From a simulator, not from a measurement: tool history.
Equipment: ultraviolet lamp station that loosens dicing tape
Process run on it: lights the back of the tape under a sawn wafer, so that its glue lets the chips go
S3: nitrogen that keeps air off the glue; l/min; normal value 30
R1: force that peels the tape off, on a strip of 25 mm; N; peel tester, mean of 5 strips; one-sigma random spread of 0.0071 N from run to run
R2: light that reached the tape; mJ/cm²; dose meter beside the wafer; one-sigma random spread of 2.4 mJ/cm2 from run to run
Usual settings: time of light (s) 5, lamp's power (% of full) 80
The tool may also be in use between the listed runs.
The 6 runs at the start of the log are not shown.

Run 7, hour 111.5: usual settings but S3 19 l/min. Result: R1 0.333 N, R2 231 mJ/cm².
Run 8, hour 134.2: usual settings but S3 19 l/min. Result: R1 0.336 N, R2 229 mJ/cm².
Run 9, hour 158.7: usual settings but S3 19 l/min. Result: R1 0.344 N, R2 228 mJ/cm².
Run 10, hour 172.9: usual settings but S3 19 l/min. Result: R1 0.337 N, R2 225 mJ/cm².
Run 11, hour 186: usual settings but S3 19 l/min. Result: R1 0.331 N, R2 224 mJ/cm².
Run 12, hour 204.3: usual settings but S3 19 l/min. Result: R1 0.347 N, R2 230 mJ/cm².
Run 13, hour 215.7: usual settings but S3 19 l/min. Result: R1 0.343 N, R2 226 mJ/cm².
Run 14, hour 227.5: usual settings but time of light (s) 3, S3 19 l/min. Result: R1 0.734 N, R2 133 mJ/cm².
Run 15, hour 243.5: usual settings but time of light (s) 3, S3 19 l/min. Result: R1 0.749 N, R2 137 mJ/cm².
Run 16, hour 253.7: usual settings but time of light (s) 3, S3 19 l/min. Result: R1 0.759 N, R2 133 mJ/cm².

For run 17, what comes out?
Run 17, hour 277.3: usual settings but time of light (s) 3, S3 19 l/min. Result: R1 ?, R2 ?.

R1: 0.753 N
R2: 133 mJ/cm²
On a tool with no hidden condition, and with the same random variation, this run would have come out at R1 0.619 N, R2 153 mJ/cm².
